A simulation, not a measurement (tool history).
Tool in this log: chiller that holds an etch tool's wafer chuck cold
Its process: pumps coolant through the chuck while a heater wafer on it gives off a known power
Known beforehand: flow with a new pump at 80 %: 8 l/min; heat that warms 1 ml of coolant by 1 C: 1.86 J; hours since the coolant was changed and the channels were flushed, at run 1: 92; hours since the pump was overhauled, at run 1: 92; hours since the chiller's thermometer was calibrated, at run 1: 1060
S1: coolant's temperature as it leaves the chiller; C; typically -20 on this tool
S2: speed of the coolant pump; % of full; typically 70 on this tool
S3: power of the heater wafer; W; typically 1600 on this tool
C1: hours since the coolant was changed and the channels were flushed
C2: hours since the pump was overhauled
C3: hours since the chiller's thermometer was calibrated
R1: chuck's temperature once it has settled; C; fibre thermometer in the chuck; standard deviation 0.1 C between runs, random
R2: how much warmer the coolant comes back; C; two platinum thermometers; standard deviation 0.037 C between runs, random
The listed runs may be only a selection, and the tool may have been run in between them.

run 1 hour=0.0 | S1=-20 S2=70 S3=1600 | C1=92 C2=92 C3=1060 | R1=-6.0 R2=7.48
run 2 hour=195.1 | S1=-20 S2=70 S3=1600 | C1=287 C2=287 C3=1255 | R1=-6.0 R2=7.42
run 3 hour=365.4 | S1=-20 S2=70 S3=1600 | C1=458 C2=458 C3=1426 | R1=-6.0 R2=7.37
run 4 hour=586.7 | S1=-20 S2=70 S3=1600 | C1=679 C2=679 C3=1647 | R1=-5.8 R2=7.44
run 5 hour=769.8 | S1=-20 S2=70 S3=1600 | C1=862 C2=862 C3=1830 | R1=-6.2 R2=7.42
run 6 hour=950.4 | S1=-20 S2=70 S3=1600 | C1=1043 C2=1043 C3=2011 | R1=-6.0 R2=7.36
run 7 hour=1048.8 | S1=-21 S2=70 S3=1600 | C1=1141 C2=1141 C3=2109 | R1=-6.8 R2=7.42
-- hour=1091.8 chiller's thermometer calibrated
run 8 hour=1177.6 | S1=-21 S2=70 S3=990 | C1=1269 C2=1269 C3=86 | R1=-12.3 R2=4.63
run 9 hour=1322.5 | S1=-21 S2=70 S3=990 | C1=1414 C2=1414 C3=231 | R1=-12.4 R2=4.54
run 10 hour=1539.4 | S1=-21 S2=70 S3=990 | C1=1631 C2=1631 C3=448 | R1=-12.3 R2=4.58
run 11 hour=1668.4 | S1=-20 S2=69 S3=1123 | C1=1760 C2=1760 C3=577 | R1=-9.9 R2=5.28
run 12 hour=1865.7 | S1=-20 S2=89 S3=2146 | C1=1957 C2=1957 C3=774 | R1=-5.3 R2=7.63
run 13 hour=1998.3 | S1=-25 S2=80 S3=1600 | C1=2090 C2=2090 C3=907 | R1=-12.6 R2=6.37
run 14 hour=2173.1 | S1=-28 S2=61 S3=1400 | C1=2264 C2=2264 C3=1081 | R1=-14.0 R2=7.50
run 15 hour=2373.9 | S1=-28 S2=72 S3=986 | C1=2465 C2=2465 C3=1282 | R1=-19.6 R2=4.33
run 16 hour=2524.2 | S1=-28 S2=70 S3=1954 | C1=2615 C2=2615 C3=1432 | R1=-10.7 R2=8.92
run 17 hour=2706.5 | S1=-20 S2=70 S3=1123 | C1=2798 C2=2798 C3=1615 | R1=-10.3 R2=5.10
run 18 hour=2919.6 | S1=-20 S2=70 S3=1115 | C1=3011 C2=3011 C3=1828 | R1=-10.0 R2=5.01
run 19 hour=3138.1 | S1=-15 S2=76 S3=997 | C1=3229 C2=3229 C3=2046 | R1=-6.9 R2=4.10

4 ways to go on from here, each from the tool as it stands after run 19. What would each give?
-- hour=3228.7 chiller's thermometer calibrated
run A hour=3297.8 | S1=-23 S2=70 S3=1305 | C1=3388 C2=3388 C3=69 | R1=? R2=?
-- hour=3228.7 chiller's thermometer calibrated
run B hour=3297.8 | S1=-19 S2=98 S3=1582 | C1=3388 C2=3388 C3=69 | R1=? R2=?
-- hour=3228.7 chiller's thermometer calibrated
run C hour=3297.8 | S1=-20 S2=70 S3=1998 | C1=3388 C2=3388 C3=69 | R1=? R2=?
-- hour=3228.7 chiller's thermometer calibrated
run D hour=3297.8 | S1=-21 S2=76 S3=874 | C1=3388 C2=3388 C3=69 | R1=? R2=?

run=A R1=-11.6 R2=5.90
run=B R1=-9.0 R2=4.97
run=C R1=-2.5 R2=9.15
run=D R1=-14.1 R2=3.60
Take away the tool's hidden state, keep each run's random variation, and the runs would have read:
run=A R1=-11.6 R2=6.06
run=B R1=-9.0 R2=5.13
run=C R1=-2.5 R2=9.31
run=D R1=-14.1 R2=3.76
